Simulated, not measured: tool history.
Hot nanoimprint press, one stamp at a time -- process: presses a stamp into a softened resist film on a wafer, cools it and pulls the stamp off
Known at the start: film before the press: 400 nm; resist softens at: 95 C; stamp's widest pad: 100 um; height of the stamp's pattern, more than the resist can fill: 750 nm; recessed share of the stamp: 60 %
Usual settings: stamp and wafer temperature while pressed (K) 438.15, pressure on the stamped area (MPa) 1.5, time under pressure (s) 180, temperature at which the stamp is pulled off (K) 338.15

run,hour,stamp and wafer temperature while pressed (K),pressure on the stamped area (MPa),time under pressure (s),temperature at which the stamp is pulled off (K),resist left under the stamp's widest pad (angstrom),greatest force while the stamp is pulled off (N)
1,0,438.15,1.5,180,338.15,1767,158
2,17.8,438.15,1.08,180,338.15,2034,156
3,28.4,438.15,1.5,180,345.15,1777,139
4,46.4,438.15,1.5,180,345.15,1783,136
5,70.2,438.15,1.5,180,338.15,1769,160
6,85.1,438.15,1.5,180,338.15,1765,153
7,97.5,439.15,1.5,180,338.15,1664,155
8,110.2,450.15,1.5,180,338.15,1040,158
9,132.5,450.15,1.5,180,338.15,1028,160
10,150.9,450.15,1.5,180,338.15,1030,162
11,173,450.15,1.5,180,338.15,1032,158
12,191.2,438.15,1.5,180,325.15,1768,202
13,201.7,438.15,1.5,180,325.15,1759,195
14,212.4,438.15,1.5,180,325.15,1766,195
15,233.9,438.15,1.5,221,338.15,1612,158
16,247,434.15,1.5,143,338.15,2293,151
17,263.3,434.15,1.5,143,338.15,2247,161
18,280.4,445.15,1.5,344,338.15,965,154
19,293.6,445.15,1.5,344,338.15,971,155
20,315.7,438.15,1.5,334,338.15,1387,154
21,326,436.15,1.54,243,333.15,1712,178
22,340.8,438.15,1.5,180,337.15,1770,162
23,352.8,438.15,1.04,180,338.15,2069,165
24,377.1,442.15,1.77,180,339.15,1365,163
25,388,435.15,1.77,180,338.15,1867,160
26,398.6,428.15,1.57,143,324.15,2821,201
27,413.6,428.15,2.22,101,325.15,2780,195
28,443.7,445.15,1.61,175,338.15,1256,156
29,457.2,445.15,1.61,175,338.15,1248,158
30,476.9,442.15,1.36,180,338.15,1532,157

Not shown: 3 entries that the log had between the listed runs. Between which runs, and how does the tool's hidden state differ before and after?
After run 4, before run 5: stamp cleaned and given a new release coat (hour 64.8)
  grip of the stamp's worn release coat, % over a new coat's: 1.3 -> 0
After run 18, before run 19: plate thermocouple calibrated (hour 293.6)
  true temperature over the reading, C: -0.03 -> 0
After run 27, before run 28: stamp cleaned and given a new release coat (hour 426.1)
  grip of the stamp's worn release coat, % over a new coat's: 1.3 -> 0.1

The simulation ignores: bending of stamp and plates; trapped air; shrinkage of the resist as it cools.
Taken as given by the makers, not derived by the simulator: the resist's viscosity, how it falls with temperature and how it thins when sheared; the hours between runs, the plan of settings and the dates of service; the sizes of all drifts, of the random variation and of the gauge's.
